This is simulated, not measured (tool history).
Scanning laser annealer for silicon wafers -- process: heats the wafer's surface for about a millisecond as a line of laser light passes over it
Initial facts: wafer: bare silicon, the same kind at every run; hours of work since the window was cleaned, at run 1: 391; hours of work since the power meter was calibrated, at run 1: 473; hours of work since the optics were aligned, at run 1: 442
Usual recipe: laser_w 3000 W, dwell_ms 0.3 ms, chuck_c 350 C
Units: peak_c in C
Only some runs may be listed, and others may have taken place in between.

run    hour  laser_w  dwell_ms  chuck_c  hours of work since the window was cleaned  hours of work since the power meter was calibrated  hours of work since the optics were aligned  peak_c
  1       0     3000       0.3      350                                         391                                                 473                                          442    1041
  2      23     3000       0.3      350                                         403                                                 486                                          454    1039
  3    71.8     3000       0.3      325                                         429                                                 512                                          480    1016
  4    99.6     3000       0.3      325                                         444                                                 527                                          495    1012
  5     149     3000       0.3      325                                         471                                                 554                                          522    1014
  6   170.5     3000       0.3      325                                         483                                                 565                                          534    1014
  7     222     3000       0.3      350                                         510                                                 593                                          561    1036
  8   265.1     3000       0.3      350                                         533                                                 616                                          585    1037
      291.7  -- window over the wafer cleaned
  9   310.8     3000       0.3      350                                          10                                                 640                                          608    1056
 10   333.7     3000     0.293      350                                          23                                                 652                                          620    1047
 11   382.6     3000     0.293      350                                          49                                                 678                                          647    1048
 12   409.9     2767       0.3      350                                          64                                                 693                                          662    1000
 13   461.1     2767       0.3      350                                          91                                                 721                                          689    1002
 14   483.1     2767       0.3      350                                         103                                                 733                                          701     997
 15   527.7     3000      0.29      350                                         127                                                 757                                          725    1037
 16   577.6     3000      0.29      350                                         154                                                 783                                          752    1034
 17     629     3268      0.29      350                                         182                                                 811                                          780    1091
 18   658.6     3268      0.29      350                                         198                                                 827                                          795    1094
 19   682.5     3000       0.3      350                                         210                                                 840                                          808    1046
 20   707.8     3000       0.3      350                                         224                                                 854                                          822    1040
 21   748.4     3000       0.3      343                                         246                                                 875                                          844    1037
 22   786.6     3000       0.3      343                                         267                                                 896                                          864    1037
 23   826.4     3005     0.278      338                                         288                                                 917                                          886    1004
 24   850.7     2664     0.278      333                                         301                                                 931                                          899     930
 25   882.8     3000     0.276      348                                         318                                                 948                                          916    1011
 26   904.5     3000     0.276      348                                         330                                                 959                                          928    1013
 27   954.1     3000     0.276      348                                         357                                                 986                                          955    1010
 28   982.5     3208     0.211      374                                         372                                                1002                                          970    1000
      988.3  -- laser's power meter calibrated
 29  1014.1     3297     0.263      380                                         387                                                  14                                          985    1088
 30  1051.5     3297     0.263      388                                         408                                                  34                                         1005    1092
     1070.9  -- laser's power meter calibrated, once more
 31  1082.3     3297     0.263      388                                         423                                                   6                                         1020    1100
 32  1122.4     2912     0.325      373                                         444                                                  28                                         1042    1060
 33  1148.2     2746       0.3      313                                         458                                                  42                                         1056     941
 34    1174     2655     0.297      327                                         472                                                  56                                         1070     931
 35  1215.5     2655     0.297      327                                         494                                                  78                                         1092     934
     1222.7  -- optics aligned, line set to its width
 36  1243.4     2860     0.262      322                                         507                                                  90                                           11     947
 37  1272.2     3274       0.3      368                                         522                                                 106                                           27    1118
     1319.8  -- window over the wafer cleaned
 38  1320.8     2902     0.291      368                                           1                                                 131                                           52    1049
 39  1343.8     2902     0.292      368                                          13                                                 143                                           64    1050

Estimate the outcome of run 40 from the log above:
 40  1376.1     3000     0.278      342                                          30                                                 161                                           82       ?

Logged for run 40: peak_c 1032 C.
If the tool had no hidden condition, the same run with the same run-to-run variation would have returned peak_c 1037 C.

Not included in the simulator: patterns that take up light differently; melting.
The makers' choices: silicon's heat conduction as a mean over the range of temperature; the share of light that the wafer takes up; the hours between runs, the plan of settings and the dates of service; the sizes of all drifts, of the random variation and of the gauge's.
